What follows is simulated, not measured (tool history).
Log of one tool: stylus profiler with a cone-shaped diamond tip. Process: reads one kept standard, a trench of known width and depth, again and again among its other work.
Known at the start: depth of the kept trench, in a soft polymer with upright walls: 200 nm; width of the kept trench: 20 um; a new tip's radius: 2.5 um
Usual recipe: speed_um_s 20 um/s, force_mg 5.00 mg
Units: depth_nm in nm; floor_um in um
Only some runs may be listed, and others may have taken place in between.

run   hour  speed_um_s  force_mg  depth_nm  floor_um
  1    0.0          20      5.00    204.40     17.76
  2   14.8          20      5.00    204.44     17.72
  3   25.9          21      5.00    204.30     17.71
  4   37.5          20      5.00    204.41     17.72
  5   56.3          20      5.00    204.56     17.69
  6   75.3          20      5.00    204.57     17.76
  7   87.9          20      5.00    204.62     17.69
  8  108.6          20      5.00    204.58     17.65
  9  131.0          20      3.00    203.38     17.67
 10  154.4          20      3.00    203.45     17.71
 11  176.1          20      3.00    203.57     17.68
 12  187.1          35      5.00    204.53     17.56
 13  206.7          20      4.34    204.21     17.61
 14  231.1          20      2.66    203.15     17.60
 15  254.9          20      2.66    203.22     17.61
 16  268.7          20      2.66    203.24     17.63
 17  284.9          20      6.44    205.45     17.70
 18  308.1          20      6.09    205.06     17.70
 19  329.0          20      6.09    205.12     17.68
 20  343.6          20      6.09    205.14     17.68
 21  366.8          20      6.09    205.20     17.60
 22  381.6          20      6.09    205.30     17.70
 23  399.9          20      6.09    205.29     17.63
 24  425.2          20      6.09    205.27     17.66
 25  447.7           6      9.98    206.94     17.73
 26  467.5          45      4.80    204.65     17.54
 27  479.7          36     11.94    207.85     17.64
 28  502.9          12      1.78    202.68     17.61
 29  514.1          20     10.47    207.26     17.68
 30  539.7          43     10.47    207.12     17.56
 31  555.0          43     10.47    207.25     17.56
 32  577.3          11      4.51    204.49     17.69
 33  599.3          63      7.33    205.89     17.42
 34  620.2          63      7.33    205.85     17.48
 35  641.2          10      3.67    204.07     17.60
 36  660.2          27      3.67    204.18     17.52
 37  680.1          15     11.86    207.81     17.63
 38  694.2          15     11.28    207.60     17.60
 39  709.1          15     11.28    207.63     17.59
 40  719.7          16      2.72    203.48     17.57
 41  732.7           9      1.91    203.01     17.57
 42  750.5          16      1.83    203.09     17.59
 43  766.7          16      1.83    202.96     17.48
 44  778.4          16      1.83    203.05     17.53

Below, some changes in depth_nm between adjacent runs. For each, the amount present without the hidden state too (settings, incoming material, random variation) and the amount remaining for the hidden state with gauge scatter not shared by both compared results:
What the log doesn't record here: radius of the tip, um; height scale over the true one, %; drift of the gauge itself on depth_nm, %; drift of the gauge itself on floor_um, %.
Run 9 -> 10: nothing adjusted, nothing logged. depth_nm +0.07 nm: hidden state +0.02, all else +0.05.
Run 13 -> 14: force_mg 4.34 -> 2.66. depth_nm -1.06 nm: hidden state +0.02, all else -1.08.
Run 26 -> 27: speed_um_s 45 -> 36, force_mg 4.80 -> 11.94. depth_nm +3.20 nm: hidden state +0.03, all else +3.17.
Run 27 -> 28: speed_um_s 36 -> 12, force_mg 11.94 -> 1.78. depth_nm -5.17 nm: hidden state -0.01, all else -5.16.
Run 28 -> 29: speed_um_s 12 -> 20, force_mg 1.78 -> 10.47. depth_nm +4.58 nm: hidden state +0.02, all else +4.56.
Run 39 -> 40: speed_um_s 15 -> 16, force_mg 11.28 -> 2.72. depth_nm -4.15 nm: hidden state -0.02, all else -4.13.
